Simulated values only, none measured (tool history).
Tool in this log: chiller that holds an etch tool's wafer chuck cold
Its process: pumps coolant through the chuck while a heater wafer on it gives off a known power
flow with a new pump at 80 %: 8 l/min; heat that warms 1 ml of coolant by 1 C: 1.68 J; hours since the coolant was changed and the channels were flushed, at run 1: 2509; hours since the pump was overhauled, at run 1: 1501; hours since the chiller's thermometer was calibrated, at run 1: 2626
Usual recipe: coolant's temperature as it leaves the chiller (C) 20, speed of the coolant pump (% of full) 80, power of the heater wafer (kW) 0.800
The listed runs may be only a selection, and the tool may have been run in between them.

run,hour,coolant's temperature as it leaves the chiller (C),speed of the coolant pump (% of full),power of the heater wafer (kW),hours since the coolant was changed and the channels were flushed,hours since the pump was overhauled,hours since the chiller's thermometer was calibrated,chuck's temperature once it has settled (K),how much warmer the coolant comes back (C)
1,0.0,20,80,0.800,2509,1501,2626,300.55,3.64
2,28.0,16,80,0.800,2537,1529,2654,296.45,3.65
3,72.1,16,80,0.800,2581,1574,2698,296.55,3.63
4,93.5,16,80,0.800,2602,1595,2719,296.55,3.68
5,133.0,16,80,0.800,2642,1634,2759,296.45,3.69
6,165.4,16,80,0.800,2674,1667,2791,296.45,3.66
7,212.9,16,80,0.800,2722,1714,2839,296.45,3.69
8,248.7,16,80,0.800,2758,1750,2874,296.55,3.65
9,290.0,20,80,0.800,2799,1791,2916,300.45,3.66
10,330.6,20,80,0.800,2840,1832,2956,300.45,3.71
11,358.5,20,80,0.800,2867,1860,2984,300.65,3.69
12,404.6,20,80,0.800,2914,1906,3030,300.45,3.74
13,425.3,20,80,0.800,2934,1927,3051,300.65,3.68
14,447.7,20,80,0.800,2957,1949,3073,300.65,3.71
# hour 455.0: coolant pump overhauled
15,493.6,20,80,0.800,2998,39,3114,300.65,3.78
16,530.9,18,80,0.800,3035,76,3152,298.65,3.73
17,579.6,18,89,0.603,3084,125,3200,296.35,2.52
18,627.1,18,89,0.603,3131,172,3248,296.15,2.49
19,671.6,20,90,0.623,3176,217,3292,298.15,2.55
20,696.8,12,77,0.468,3201,242,3318,289.85,2.29
# hour 717.7: coolant pump overhauled, once more
# hour 724.9: chiller's thermometer calibrated
21,748.3,26,98,0.486,3246,30,23,302.95,1.74
22,770.0,26,88,1.185,3268,51,45,309.35,4.80
23,801.4,18,79,1.008,3299,83,77,300.75,4.61
24,848.5,18,79,1.008,3346,130,124,300.75,4.62
25,870.3,20,92,0.409,3368,152,145,296.55,1.59
26,919.6,25,62,0.800,3418,201,195,307.85,4.74
27,960.6,25,62,0.800,3459,242,236,307.95,4.77
# hour 995.3: coolant changed, channels flushed
28,996.5,12,72,0.742,1,272,266,292.05,3.72
29,1016.4,12,72,0.742,21,292,286,291.95,3.73
30,1038.0,22,92,0.742,43,313,307,300.65,2.86
31,1075.9,19,80,0.800,81,351,345,298.75,3.62

A few steps of chuck's temperature once it has settled (K) between consecutive runs. Split each: what settings, incoming material and random variation would produce without the hidden state, and what is left over for the hidden state, along with gauge scatter present in only one of the two compared results (measured, and without hidden state):
Hidden state at play: heat passed by the chuck's channels, % of clean ones'; flow at a given pump speed, % of a new pump's; coolant's true temperature over the reading, C; drift of the gauge itself on chuck_c, C; drift of the gauge itself on warmer_back_c, C.
Run 20 -> 21: coolant's temperature as it leaves the chiller (C) 12 -> 26, speed of the coolant pump (% of full) 77 -> 98, power of the heater wafer (kW) 0.468 -> 0.486, coolant pump overhauled, once more, chiller's thermometer calibrated. chuck's temperature once it has settled (K) +13.10: hidden state -0.10, all else +13.20.
Run 21 -> 22: speed of the coolant pump (% of full) 98 -> 88, power of the heater wafer (kW) 0.486 -> 1.185. chuck's temperature once it has settled (K) +6.40: hidden state +0.70, all else +5.70.
Run 25 -> 26: coolant's temperature as it leaves the chiller (C) 20 -> 25, speed of the coolant pump (% of full) 92 -> 62, power of the heater wafer (kW) 0.409 -> 0.800. chuck's temperature once it has settled (K) +11.30: hidden state +0.80, all else +10.50.
Run 27 -> 28: coolant's temperature as it leaves the chiller (C) 25 -> 12, speed of the coolant pump (% of full) 62 -> 72, power of the heater wafer (kW) 0.800 -> 0.742, coolant changed, channels flushed. chuck's temperature once it has settled (K) -15.90: hidden state -1.20, all else -14.70.

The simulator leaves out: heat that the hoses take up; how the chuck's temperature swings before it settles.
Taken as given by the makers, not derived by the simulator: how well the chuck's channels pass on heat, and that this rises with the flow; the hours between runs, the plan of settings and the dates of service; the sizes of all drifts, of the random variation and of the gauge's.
